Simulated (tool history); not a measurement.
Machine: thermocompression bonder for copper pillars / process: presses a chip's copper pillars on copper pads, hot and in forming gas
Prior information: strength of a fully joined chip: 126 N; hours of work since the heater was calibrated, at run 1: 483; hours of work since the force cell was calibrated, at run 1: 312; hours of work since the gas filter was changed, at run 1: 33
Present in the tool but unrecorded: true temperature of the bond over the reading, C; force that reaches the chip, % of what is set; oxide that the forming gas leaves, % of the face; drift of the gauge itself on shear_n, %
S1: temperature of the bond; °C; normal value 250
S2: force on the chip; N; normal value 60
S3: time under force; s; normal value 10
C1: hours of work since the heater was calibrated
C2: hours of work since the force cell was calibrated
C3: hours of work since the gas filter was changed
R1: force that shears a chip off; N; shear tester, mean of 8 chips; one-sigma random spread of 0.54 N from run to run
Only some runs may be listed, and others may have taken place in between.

run    day   S1  S2  S3   C1   C2   C3    R1
  1      0  250  60  10  483  312   33  62.8
  2  0.438  250  60  10  489  318   40  62.3
  3  0.838  250  60  10  494  324   45  60.9
  4  1.346  250  60  10  501  331   52  62.1
  5  1.725  250  60  10  507  336   58    62
  6  2.229  250  60  10  514  343   65    62
  7  2.683  225  60  10  520  350   71  44.2
  8  3.258  225  60  10  528  358   79  43.9
  9  3.696  225  60  10  534  364   85  43.9
 10  3.958  225  60  10  538  367   89  43.6
 11    4.5  225  60  10  546  375   96    44
 12  5.071  250  64  10  554  383  104  63.9
 13  5.717  250  60  10  563  392  114  60.5
 14  6.088  250  60  10  568  397  119    60
 15  6.596  250  60  10  575  404  126  61.1
 16  6.883  250  60  10  579  408  130  59.7
 17  7.425  250  60  10  587  416  137  59.8
 18  7.983  220  60  22  594  424  145  53.3

For run 19, what comes out?
 19  8.508  220  60  22  602  431  153   ?

Run 19 gave R1 54.3 N.
Were there no unlogged condition in the tool, this run, its random variation unchanged, would have produced R1 59.1 N.
